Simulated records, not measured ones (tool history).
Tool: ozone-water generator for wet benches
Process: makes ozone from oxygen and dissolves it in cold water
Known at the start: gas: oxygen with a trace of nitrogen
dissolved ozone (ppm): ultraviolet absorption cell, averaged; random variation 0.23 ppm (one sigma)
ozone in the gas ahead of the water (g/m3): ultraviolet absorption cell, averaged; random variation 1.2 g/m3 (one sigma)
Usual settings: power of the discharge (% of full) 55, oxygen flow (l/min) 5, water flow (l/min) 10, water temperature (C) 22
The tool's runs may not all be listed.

run     day  power of the discharge (% of full)  oxygen flow (l/min)  water flow (l/min)  water temperature (C)  dissolved ozone (ppm)  ozone in the gas ahead of the water (g/m3)
  1       0                                  55                    5                  10                     22                   34.4                                       227.6
  2   2.062                                  55                    5                  10                     22                   34.4                                       228.5
  3   3.862                                  55                    5                  10                     22                   34.3                                       231.1
  4   5.279                                  55                    5                  10                     22                     34                                       227.4
  5    6.35                                  55                    5                  11                     22                   32.3                                       229.7
  6   8.029                                  55                    5                  14                     22                   28.1                                       226.9
  7   9.588                                  55                    5                  10                     22                   34.1                                       232.5
  8  11.871                                  55                    5                  10                     22                     34                                       230.6
  9  13.396                                  55                    5                  10                     27                     31                                       232.3
 10  15.646                                  80                 7.81                  15                     28                   27.9                                         227
 11  17.346                                  55                 2.72                  12                     16                   37.4                                       347.9
 12  19.833                                  72                  5.3                  13                     30                   30.2                                       274.7
     20.271  -- gauge calibrated
 13  21.208                                  77                 2.82                  10                     22                   50.1                                       428.1
 14  23.604                                  55                    5                   9                     22                   35.8                                       230.7
 15  25.546                                  55                    5                   9                     22                   36.3                                         229
 16  27.771                                  55                  5.2                   7                     22                   39.7                                         224
 17  29.442                                  55                  5.2                   7                     22                   39.7                                       225.1

The same runs without the tool's hidden state, with the same run-to-run variation:
The hidden state here: yield of the discharge, % of new electrodes'; contactor's efficiency, % of a clean one's; true water temperature over the reading, C; drift of the gauge itself on ozone_ppm, %; drift of the gauge itself on gas_g_m3, %.
run  ozone in the gas ahead of the water (g/m3)
  1                                       227.6
  2                                       227.9
  3                                       229.9
  4                                       225.8
  5                                       227.8
  6                                       224.5
  7                                       229.6
  8                                         227
  9                                       228.1
 10                                       222.4
 11                                         340
 12                                       267.6
 13                                       427.7
 14                                       229.7
 15                                       227.4
 16                                       221.7
 17                                       222.4
dissolved ozone (ppm): within 0.1 of the measured result in every run.

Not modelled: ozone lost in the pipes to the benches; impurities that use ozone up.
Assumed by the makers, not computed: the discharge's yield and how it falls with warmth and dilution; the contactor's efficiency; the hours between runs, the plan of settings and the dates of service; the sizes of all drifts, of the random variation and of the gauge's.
